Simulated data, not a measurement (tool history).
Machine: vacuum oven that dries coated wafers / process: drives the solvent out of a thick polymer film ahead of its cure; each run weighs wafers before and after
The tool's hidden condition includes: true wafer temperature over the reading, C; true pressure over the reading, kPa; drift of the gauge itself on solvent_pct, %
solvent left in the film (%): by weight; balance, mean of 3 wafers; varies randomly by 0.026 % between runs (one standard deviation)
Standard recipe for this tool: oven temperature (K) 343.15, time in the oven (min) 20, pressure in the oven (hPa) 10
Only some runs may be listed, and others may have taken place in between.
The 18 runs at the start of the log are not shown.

run	hour	oven temperature (K)	time in the oven (min)	pressure in the oven (hPa)	hours of work since the thermocouples were calibrated	hours of work since the vacuum gauge was cleaned of residue	solvent left in the film (%)
19	1404.2	343.15	20	10	976	76	1.17
20	1492.6	350.15	20	10	1033	134	0.56
21	1592.5	350.15	20	10	1098	199	0.55
22	1687.8	350.15	20	10	1160	260	0.55
23	1794.1	343.15	20	22.6	1229	329	2.04
24	1849.3	343.15	20	22.6	1264	365	1.95
25	1931.6	346.15	24	12.6	1318	419	0.89
26	2016	330.15	26	10	1373	473	4.14
27	2122.6	349.15	28	17.4	1442	543	0.96
28	2198.9	351.15	33	26.5	1491	592	1.19
29	2301.1	329.15	36	27.7	1558	658	5.12
30	2350	343.15	16	16.3	1589	690	2.33
31	2423	343.15	16	16.3	1637	738	2.32
32	2496.5	343.15	16	16.3	1685	785	2.35
33	2595.7	344.15	21	12.9	1749	850	1.46
# hour 2610.6: oven's thermocouples calibrated
34	2646.6	338.15	20	5.7	23	881	1.99
35	2730.5	343.15	20	14.2	78	936	1.48
36	2801.9	343.15	20	14.2	124	982	1.54
37	2879.1	342.15	16	9.5	174	1032	1.97
38	2977.8	342.15	16	9.5	238	1096	1.95
# hour 3001.4: vacuum gauge cleaned of residue and calibrated
39	3078.7	337.15	15	36.1	303	50	4.75
40	3131.4	337.15	15	36.1	337	84	4.77
41	3214.4	337.15	15	36.1	391	138	4.79
42	3264.7	353.15	16	26	424	171	0.99
43	3331.9	353.15	25	15.6	467	215	0.63

Alternative continuations, all from the tool just after run 43; predict every row:
A	3377	354.15	22	15.6	496	244	?
B	3377	343.15	20	12.6	496	244	?
C	3377	345.15	19	15.9	496	244	?
D	3377	341.15	21	20.7	496	244	?

run	solvent left in the film (%)
A	0.62
B	1.29
C	1.22
D	2.01
With no hidden state in the tool, these same runs would have given:
run	solvent left in the film (%)
A	0.58
B	1.18
C	1.13
D	1.89

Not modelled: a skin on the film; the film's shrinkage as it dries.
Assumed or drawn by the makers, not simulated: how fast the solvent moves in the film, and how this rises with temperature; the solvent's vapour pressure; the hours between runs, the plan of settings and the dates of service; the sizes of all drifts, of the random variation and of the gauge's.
